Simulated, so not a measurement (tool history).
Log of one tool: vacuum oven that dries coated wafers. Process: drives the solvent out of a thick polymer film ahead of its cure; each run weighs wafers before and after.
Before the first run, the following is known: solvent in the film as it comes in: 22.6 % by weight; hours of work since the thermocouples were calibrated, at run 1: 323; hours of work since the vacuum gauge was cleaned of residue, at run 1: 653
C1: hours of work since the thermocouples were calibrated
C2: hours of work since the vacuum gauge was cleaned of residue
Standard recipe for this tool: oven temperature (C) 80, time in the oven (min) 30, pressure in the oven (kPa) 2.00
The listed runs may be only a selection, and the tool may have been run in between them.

run 1 day=0.000 | oven_temperature_(C)=80 time_in_the_oven_(min)=30 pressure_in_the_oven_(kPa)=2.00 | C1=323 C2=653 | solvent_left_in_the_film_(%)=5.81
run 2 day=1.800 | oven_temperature_(C)=80 time_in_the_oven_(min)=30 pressure_in_the_oven_(kPa)=2.00 | C1=352 C2=682 | solvent_left_in_the_film_(%)=5.74
run 3 day=3.842 | oven_temperature_(C)=80 time_in_the_oven_(min)=30 pressure_in_the_oven_(kPa)=2.00 | C1=384 C2=714 | solvent_left_in_the_film_(%)=5.96
run 4 day=7.429 | oven_temperature_(C)=80 time_in_the_oven_(min)=30 pressure_in_the_oven_(kPa)=2.00 | C1=441 C2=771 | solvent_left_in_the_film_(%)=5.86
run 5 day=9.500 | oven_temperature_(C)=80 time_in_the_oven_(min)=30 pressure_in_the_oven_(kPa)=2.00 | C1=474 C2=804 | solvent_left_in_the_film_(%)=5.79
run 6 day=12.642 | oven_temperature_(C)=80 time_in_the_oven_(min)=30 pressure_in_the_oven_(kPa)=2.00 | C1=524 C2=854 | solvent_left_in_the_film_(%)=5.86
run 7 day=14.442 | oven_temperature_(C)=80 time_in_the_oven_(min)=30 pressure_in_the_oven_(kPa)=2.00 | C1=553 C2=883 | solvent_left_in_the_film_(%)=5.90
run 8 day=15.942 | oven_temperature_(C)=80 time_in_the_oven_(min)=30 pressure_in_the_oven_(kPa)=2.00 | C1=577 C2=907 | solvent_left_in_the_film_(%)=5.97
run 9 day=17.983 | oven_temperature_(C)=80 time_in_the_oven_(min)=30 pressure_in_the_oven_(kPa)=3.11 | C1=609 C2=939 | solvent_left_in_the_film_(%)=6.86
run 10 day=19.996 | oven_temperature_(C)=80 time_in_the_oven_(min)=30 pressure_in_the_oven_(kPa)=3.20 | C1=641 C2=971 | solvent_left_in_the_film_(%)=6.87
run 11 day=22.121 | oven_temperature_(C)=80 time_in_the_oven_(min)=30 pressure_in_the_oven_(kPa)=3.20 | C1=675 C2=1005 | solvent_left_in_the_film_(%)=6.88
run 12 day=24.433 | oven_temperature_(C)=80 time_in_the_oven_(min)=30 pressure_in_the_oven_(kPa)=3.20 | C1=712 C2=1042 | solvent_left_in_the_film_(%)=7.17
-- day=25.296 oven's thermocouples calibrated
run 13 day=27.667 | oven_temperature_(C)=80 time_in_the_oven_(min)=30 pressure_in_the_oven_(kPa)=3.20 | C1=38 C2=1092 | solvent_left_in_the_film_(%)=6.69
run 14 day=29.392 | oven_temperature_(C)=80 time_in_the_oven_(min)=30 pressure_in_the_oven_(kPa)=3.20 | C1=65 C2=1119 | solvent_left_in_the_film_(%)=6.81
run 15 day=31.221 | oven_temperature_(C)=80 time_in_the_oven_(min)=30 pressure_in_the_oven_(kPa)=3.20 | C1=94 C2=1148 | solvent_left_in_the_film_(%)=6.62
run 16 day=33.588 | oven_temperature_(C)=80 time_in_the_oven_(min)=17 pressure_in_the_oven_(kPa)=2.00 | C1=132 C2=1186 | solvent_left_in_the_film_(%)=8.88
run 17 day=37.167 | oven_temperature_(C)=83 time_in_the_oven_(min)=17 pressure_in_the_oven_(kPa)=2.00 | C1=189 C2=1243 | solvent_left_in_the_film_(%)=7.50
run 18 day=39.288 | oven_temperature_(C)=83 time_in_the_oven_(min)=17 pressure_in_the_oven_(kPa)=2.00 | C1=223 C2=1277 | solvent_left_in_the_film_(%)=7.55
run 19 day=42.888 | oven_temperature_(C)=80 time_in_the_oven_(min)=30 pressure_in_the_oven_(kPa)=1.71 | C1=280 C2=1334 | solvent_left_in_the_film_(%)=5.56
run 20 day=45.154 | oven_temperature_(C)=80 time_in_the_oven_(min)=30 pressure_in_the_oven_(kPa)=5.50 | C1=316 C2=1370 | solvent_left_in_the_film_(%)=8.92
run 21 day=47.904 | oven_temperature_(C)=80 time_in_the_oven_(min)=30 pressure_in_the_oven_(kPa)=5.50 | C1=360 C2=1414 | solvent_left_in_the_film_(%)=8.92
run 22 day=50.833 | oven_temperature_(C)=80 time_in_the_oven_(min)=30 pressure_in_the_oven_(kPa)=5.50 | C1=406 C2=1460 | solvent_left_in_the_film_(%)=8.90
run 23 day=54.438 | oven_temperature_(C)=80 time_in_the_oven_(min)=30 pressure_in_the_oven_(kPa)=5.50 | C1=464 C2=1518 | solvent_left_in_the_film_(%)=9.17
run 24 day=56.550 | oven_temperature_(C)=76 time_in_the_oven_(min)=30 pressure_in_the_oven_(kPa)=2.47 | C1=497 C2=1551 | solvent_left_in_the_film_(%)=8.48
run 25 day=58.296 | oven_temperature_(C)=76 time_in_the_oven_(min)=30 pressure_in_the_oven_(kPa)=2.47 | C1=525 C2=1579 | solvent_left_in_the_film_(%)=8.55
run 26 day=60.958 | oven_temperature_(C)=89 time_in_the_oven_(min)=30 pressure_in_the_oven_(kPa)=1.63 | C1=567 C2=1621 | solvent_left_in_the_film_(%)=2.55
run 27 day=64.067 | oven_temperature_(C)=80 time_in_the_oven_(min)=20 pressure_in_the_oven_(kPa)=3.31 | C1=617 C2=1671 | solvent_left_in_the_film_(%)=9.31
run 28 day=65.533 | oven_temperature_(C)=86 time_in_the_oven_(min)=30 pressure_in_the_oven_(kPa)=2.11 | C1=640 C2=1694 | solvent_left_in_the_film_(%)=3.84
run 29 day=67.633 | oven_temperature_(C)=80 time_in_the_oven_(min)=30 pressure_in_the_oven_(kPa)=4.68 | C1=673 C2=1727 | solvent_left_in_the_film_(%)=8.48
run 30 day=69.317 | oven_temperature_(C)=91 time_in_the_oven_(min)=30 pressure_in_the_oven_(kPa)=4.10 | C1=700 C2=1754 | solvent_left_in_the_film_(%)=3.80
-- day=71.008 oven's thermocouples calibrated
run 31 day=72.000 | oven_temperature_(C)=91 time_in_the_oven_(min)=32 pressure_in_the_oven_(kPa)=4.10 | C1=16 C2=1796 | solvent_left_in_the_film_(%)=3.50
run 32 day=74.796 | oven_temperature_(C)=91 time_in_the_oven_(min)=32 pressure_in_the_oven_(kPa)=4.10 | C1=60 C2=1840 | solvent_left_in_the_film_(%)=3.55
run 33 day=76.658 | oven_temperature_(C)=92 time_in_the_oven_(min)=20 pressure_in_the_oven_(kPa)=6.04 | C1=90 C2=1870 | solvent_left_in_the_film_(%)=5.56
run 34 day=78.908 | oven_temperature_(C)=92 time_in_the_oven_(min)=20 pressure_in_the_oven_(kPa)=6.04 | C1=126 C2=1905 | solvent_left_in_the_film_(%)=5.42
run 35 day=81.554 | oven_temperature_(C)=92 time_in_the_oven_(min)=20 pressure_in_the_oven_(kPa)=6.04 | C1=168 C2=1948 | solvent_left_in_the_film_(%)=5.35
run 36 day=85.012 | oven_temperature_(C)=88 time_in_the_oven_(min)=46 pressure_in_the_oven_(kPa)=6.58 | C1=223 C2=2003 | solvent_left_in_the_film_(%)=5.57
run 37 day=86.662 | oven_temperature_(C)=71 time_in_the_oven_(min)=40 pressure_in_the_oven_(kPa)=5.24 | C1=249 C2=2029 | solvent_left_in_the_film_(%)=12.64
run 38 day=88.304 | oven_temperature_(C)=69 time_in_the_oven_(min)=26 pressure_in_the_oven_(kPa)=1.93 | C1=275 C2=2055 | solvent_left_in_the_film_(%)=12.45
run 39 day=91.758 | oven_temperature_(C)=69 time_in_the_oven_(min)=26 pressure_in_the_oven_(kPa)=1.93 | C1=330 C2=2110 | solvent_left_in_the_film_(%)=12.31
run 40 day=94.083 | oven_temperature_(C)=68 time_in_the_oven_(min)=30 pressure_in_the_oven_(kPa)=1.03 | C1=367 C2=2147 | solvent_left_in_the_film_(%)=11.21
run 41 day=96.742 | oven_temperature_(C)=80 time_in_the_oven_(min)=16 pressure_in_the_oven_(kPa)=2.00 | C1=409 C2=2189 | solvent_left_in_the_film_(%)=9.59
run 42 day=99.888 | oven_temperature_(C)=88 time_in_the_oven_(min)=20 pressure_in_the_oven_(kPa)=3.44 | C1=459 C2=2239 | solvent_left_in_the_film_(%)=5.59
run 43 day=102.212 | oven_temperature_(C)=83 time_in_the_oven_(min)=30 pressure_in_the_oven_(kPa)=2.00 | C1=496 C2=2276 | solvent_left_in_the_film_(%)=4.79
run 44 day=105.192 | oven_temperature_(C)=83 time_in_the_oven_(min)=30 pressure_in_the_oven_(kPa)=2.00 | C1=544 C2=2324 | solvent_left_in_the_film_(%)=4.98
run 45 day=108.179 | oven_temperature_(C)=94 time_in_the_oven_(min)=30 pressure_in_the_oven_(kPa)=2.00 | C1=591 C2=2371 | solvent_left_in_the_film_(%)=2.02
run 46 day=111.546 | oven_temperature_(C)=94 time_in_the_oven_(min)=30 pressure_in_the_oven_(kPa)=2.00 | C1=645 C2=2425 | solvent_left_in_the_film_(%)=2.04

Difference, measured minus no-hidden-state, one row per run. Run-to-run variation is common to both terms; the gauge's own scatter need not be:
Hidden state present: true wafer temperature over the reading, C; true pressure over the reading, kPa; drift of the gauge itself on solvent_pct, %.
run=1 solvent_left_in_the_film_(%)=+0.50
run=2 solvent_left_in_the_film_(%)=+0.52
run=3 solvent_left_in_the_film_(%)=+0.57
run=4 solvent_left_in_the_film_(%)=+0.59
run=5 solvent_left_in_the_film_(%)=+0.61
run=6 solvent_left_in_the_film_(%)=+0.64
run=7 solvent_left_in_the_film_(%)=+0.68
run=8 solvent_left_in_the_film_(%)=+0.69
run=9 solvent_left_in_the_film_(%)=+0.73
run=10 solvent_left_in_the_film_(%)=+0.75
run=11 solvent_left_in_the_film_(%)=+0.78
run=12 solvent_left_in_the_film_(%)=+0.83
run=13 solvent_left_in_the_film_(%)=+0.45
run=14 solvent_left_in_the_film_(%)=+0.47
run=15 solvent_left_in_the_film_(%)=+0.48
run=16 solvent_left_in_the_film_(%)=+0.44
run=17 solvent_left_in_the_film_(%)=+0.47
run=18 solvent_left_in_the_film_(%)=+0.50
run=19 solvent_left_in_the_film_(%)=+0.62
run=20 solvent_left_in_the_film_(%)=+0.67
run=21 solvent_left_in_the_film_(%)=+0.72
run=22 solvent_left_in_the_film_(%)=+0.75
run=23 solvent_left_in_the_film_(%)=+0.81
run=24 solvent_left_in_the_film_(%)=+0.86
run=25 solvent_left_in_the_film_(%)=+0.89
run=26 solvent_left_in_the_film_(%)=+0.59
run=27 solvent_left_in_the_film_(%)=+0.84
run=28 solvent_left_in_the_film_(%)=+0.74
run=29 solvent_left_in_the_film_(%)=+0.96
run=30 solvent_left_in_the_film_(%)=+0.62
run=31 solvent_left_in_the_film_(%)=+0.44
run=32 solvent_left_in_the_film_(%)=+0.45
run=33 solvent_left_in_the_film_(%)=+0.41
run=34 solvent_left_in_the_film_(%)=+0.43
run=35 solvent_left_in_the_film_(%)=+0.45
run=36 solvent_left_in_the_film_(%)=+0.60
run=37 solvent_left_in_the_film_(%)=+0.90
run=38 solvent_left_in_the_film_(%)=+0.77
run=39 solvent_left_in_the_film_(%)=+0.81
run=40 solvent_left_in_the_film_(%)=+0.89
run=41 solvent_left_in_the_film_(%)=+0.67
run=42 solvent_left_in_the_film_(%)=+0.68
run=43 solvent_left_in_the_film_(%)=+0.85
run=44 solvent_left_in_the_film_(%)=+0.87
run=45 solvent_left_in_the_film_(%)=+0.61
run=46 solvent_left_in_the_film_(%)=+0.62

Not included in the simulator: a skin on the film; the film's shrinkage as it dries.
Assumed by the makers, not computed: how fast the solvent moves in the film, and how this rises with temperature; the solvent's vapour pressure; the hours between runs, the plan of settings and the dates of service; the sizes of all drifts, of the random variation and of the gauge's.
